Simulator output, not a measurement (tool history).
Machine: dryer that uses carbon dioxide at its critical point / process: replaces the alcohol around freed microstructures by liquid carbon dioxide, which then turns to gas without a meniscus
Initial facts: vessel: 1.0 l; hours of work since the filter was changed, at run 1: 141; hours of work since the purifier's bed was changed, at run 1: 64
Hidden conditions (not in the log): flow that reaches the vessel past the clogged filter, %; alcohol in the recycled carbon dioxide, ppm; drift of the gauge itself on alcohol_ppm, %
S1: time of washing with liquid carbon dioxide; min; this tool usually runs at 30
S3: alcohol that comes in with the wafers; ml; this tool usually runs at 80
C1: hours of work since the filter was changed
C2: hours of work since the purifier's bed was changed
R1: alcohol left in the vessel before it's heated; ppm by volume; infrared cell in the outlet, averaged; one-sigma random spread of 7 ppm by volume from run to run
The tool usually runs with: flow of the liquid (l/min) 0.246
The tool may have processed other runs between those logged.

{"run": 1, "hour": 0.0, "S1": 30, "flow of the liquid (l/min)": 0.246, "S3": 80, "C1": 141, "C2": 64, "R1": 435}
{"run": 2, "hour": 6.7, "S1": 30, "flow of the liquid (l/min)": 0.246, "S3": 80, "C1": 144, "C2": 67, "R1": 456}
{"run": 3, "hour": 21.2, "S1": 30, "flow of the liquid (l/min)": 0.246, "S3": 80, "C1": 152, "C2": 74, "R1": 474}
{"run": 4, "hour": 36.6, "S1": 30, "flow of the liquid (l/min)": 0.246, "S3": 80, "C1": 159, "C2": 82, "R1": 485}
{"run": 5, "hour": 44.4, "S1": 30, "flow of the liquid (l/min)": 0.246, "S3": 80, "C1": 163, "C2": 86, "R1": 477}
{"run": 6, "hour": 54.1, "S1": 30, "flow of the liquid (l/min)": 0.246, "S3": 80, "C1": 168, "C2": 91, "R1": 487}
{"run": 7, "hour": 63.6, "S1": 30, "flow of the liquid (l/min)": 0.246, "S3": 80, "C1": 173, "C2": 95, "R1": 490}
{"run": 8, "hour": 74.9, "S1": 30, "flow of the liquid (l/min)": 0.246, "S3": 35, "C1": 178, "C2": 101, "R1": 250}
{"run": 9, "hour": 84.8, "S1": 30, "flow of the liquid (l/min)": 0.157, "S3": 80, "C1": 183, "C2": 106, "R1": 3156}
{"run": 10, "hour": 91.7, "S1": 30, "flow of the liquid (l/min)": 0.157, "S3": 80, "C1": 187, "C2": 109, "R1": 3322}
{"run": 11, "hour": 103.2, "S1": 30, "flow of the liquid (l/min)": 0.157, "S3": 80, "C1": 193, "C2": 115, "R1": 3400}
{"run": 12, "hour": 114.0, "S1": 37, "flow of the liquid (l/min)": 0.157, "S3": 80, "C1": 198, "C2": 120, "R1": 1564}
{"run": 13, "hour": 125.9, "S1": 37, "flow of the liquid (l/min)": 0.157, "S3": 80, "C1": 204, "C2": 126, "R1": 1647}
{"run": 14, "hour": 137.4, "S1": 30, "flow of the liquid (l/min)": 0.246, "S3": 80, "C1": 210, "C2": 132, "R1": 533}
{"run": 15, "hour": 149.5, "S1": 30, "flow of the liquid (l/min)": 0.246, "S3": 80, "C1": 216, "C2": 138, "R1": 560}
{"run": 16, "hour": 161.9, "S1": 30, "flow of the liquid (l/min)": 0.246, "S3": 80, "C1": 222, "C2": 144, "R1": 565}
{"run": 17, "hour": 172.4, "S1": 30, "flow of the liquid (l/min)": 0.246, "S3": 80, "C1": 227, "C2": 150, "R1": 569}
{"run": 18, "hour": 184.1, "S1": 30, "flow of the liquid (l/min)": 0.347, "S3": 80, "C1": 233, "C2": 155, "R1": 123}
{"run": 19, "hour": 195.8, "S1": 30, "flow of the liquid (l/min)": 0.185, "S3": 80, "C1": 239, "C2": 161, "R1": 1887}
{"run": 20, "hour": 207.8, "S1": 30, "flow of the liquid (l/min)": 0.185, "S3": 80, "C1": 245, "C2": 167, "R1": 1982}
{"run": 21, "hour": 215.1, "S1": 30, "flow of the liquid (l/min)": 0.185, "S3": 80, "C1": 248, "C2": 171, "R1": 1983}
{"run": 22, "hour": 225.6, "S1": 30, "flow of the liquid (l/min)": 0.185, "S3": 80, "C1": 254, "C2": 176, "R1": 2021}
{"run": 23, "hour": 235.3, "S1": 30, "flow of the liquid (l/min)": 0.185, "S3": 80, "C1": 259, "C2": 181, "R1": 2041}
{"run": 24, "hour": 246.4, "S1": 33, "flow of the liquid (l/min)": 0.334, "S3": 21, "C1": 264, "C2": 186, "R1": 98}
{"run": 25, "hour": 262.1, "S1": 39, "flow of the liquid (l/min)": 0.267, "S3": 80, "C1": 272, "C2": 194, "R1": 150}
{"run": 26, "hour": 274.2, "S1": 20, "flow of the liquid (l/min)": 0.246, "S3": 41, "C1": 278, "C2": 200, "R1": 1580}
{"hour": 283.3, "done": "inlet filter changed"}
{"run": 27, "hour": 285.0, "S1": 27, "flow of the liquid (l/min)": 0.209, "S3": 45, "C1": 1, "C2": 205, "R1": 803}
{"run": 28, "hour": 293.5, "S1": 34, "flow of the liquid (l/min)": 0.246, "S3": 21, "C1": 5, "C2": 210, "R1": 136}
{"run": 29, "hour": 303.8, "S1": 34, "flow of the liquid (l/min)": 0.246, "S3": 21, "C1": 10, "C2": 215, "R1": 155}
{"run": 30, "hour": 311.8, "S1": 43, "flow of the liquid (l/min)": 0.164, "S3": 94, "C1": 14, "C2": 219, "R1": 659}
{"run": 31, "hour": 319.0, "S1": 19, "flow of the liquid (l/min)": 0.298, "S3": 118, "C1": 18, "C2": 222, "R1": 1761}
{"run": 32, "hour": 329.1, "S1": 35, "flow of the liquid (l/min)": 0.274, "S3": 88, "C1": 23, "C2": 227, "R1": 188}
{"run": 33, "hour": 340.4, "S1": 35, "flow of the liquid (l/min)": 0.274, "S3": 88, "C1": 29, "C2": 233, "R1": 177}
{"run": 34, "hour": 350.0, "S1": 35, "flow of the liquid (l/min)": 0.274, "S3": 88, "C1": 33, "C2": 238, "R1": 177}
{"run": 35, "hour": 357.8, "S1": 26, "flow of the liquid (l/min)": 0.266, "S3": 35, "C1": 37, "C2": 242, "R1": 324}
{"run": 36, "hour": 372.8, "S1": 26, "flow of the liquid (l/min)": 0.266, "S3": 35, "C1": 45, "C2": 249, "R1": 334}
{"run": 37, "hour": 380.7, "S1": 40, "flow of the liquid (l/min)": 0.306, "S3": 25, "C1": 49, "C2": 253, "R1": 127}
{"run": 38, "hour": 389.2, "S1": 20, "flow of the liquid (l/min)": 0.15, "S3": 25, "C1": 53, "C2": 257, "R1": 3070}
{"run": 39, "hour": 399.9, "S1": 20, "flow of the liquid (l/min)": 0.15, "S3": 25, "C1": 58, "C2": 263, "R1": 2979}
{"run": 40, "hour": 411.7, "S1": 20, "flow of the liquid (l/min)": 0.15, "S3": 25, "C1": 64, "C2": 268, "R1": 3126}
{"run": 41, "hour": 420.8, "S1": 20, "flow of the liquid (l/min)": 0.15, "S3": 25, "C1": 69, "C2": 273, "R1": 3067}
{"run": 42, "hour": 432.8, "S1": 20, "flow of the liquid (l/min)": 0.15, "S3": 25, "C1": 75, "C2": 279, "R1": 3052}
{"run": 43, "hour": 440.1, "S1": 20, "flow of the liquid (l/min)": 0.15, "S3": 25, "C1": 78, "C2": 283, "R1": 3077}
{"run": 44, "hour": 451.0, "S1": 32, "flow of the liquid (l/min)": 0.246, "S3": 80, "C1": 84, "C2": 288, "R1": 395}
{"run": 45, "hour": 467.1, "S1": 22, "flow of the liquid (l/min)": 0.303, "S3": 80, "C1": 92, "C2": 296, "R1": 753}
{"run": 46, "hour": 482.6, "S1": 23, "flow of the liquid (l/min)": 0.266, "S3": 80, "C1": 99, "C2": 304, "R1": 1083}

Table of differences, measured result less the result of that run with no hidden state. Run-to-run variation is the same in both. Gauge scatter possibly is not:
run=1 R1=+120
run=2 R1=+130
run=3 R1=+140
run=4 R1=+150
run=5 R1=+153
run=6 R1=+161
run=7 R1=+164
run=8 R1=+100
run=9 R1=+640
run=10 R1=+685
run=11 R1=+717
run=12 R1=+425
run=13 R1=+455
run=14 R1=+209
run=15 R1=+223
run=16 R1=+231
run=17 R1=+237
run=18 R1=+93
run=19 R1=+578
run=20 R1=+617
run=21 R1=+623
run=22 R1=+650
run=23 R1=+662
run=24 R1=+89
run=25 R1=+121
run=26 R1=+521
run=27 R1=+96
run=28 R1=+91
run=29 R1=+99
run=30 R1=+114
run=31 R1=+146
run=32 R1=+109
run=33 R1=+110
run=34 R1=+110
run=35 R1=+122
run=36 R1=+127
run=37 R1=+117
run=38 R1=+229
run=39 R1=+235
run=40 R1=+258
run=41 R1=+264
run=42 R1=+278
run=43 R1=+288
run=44 R1=+169
run=45 R1=+222
run=46 R1=+268

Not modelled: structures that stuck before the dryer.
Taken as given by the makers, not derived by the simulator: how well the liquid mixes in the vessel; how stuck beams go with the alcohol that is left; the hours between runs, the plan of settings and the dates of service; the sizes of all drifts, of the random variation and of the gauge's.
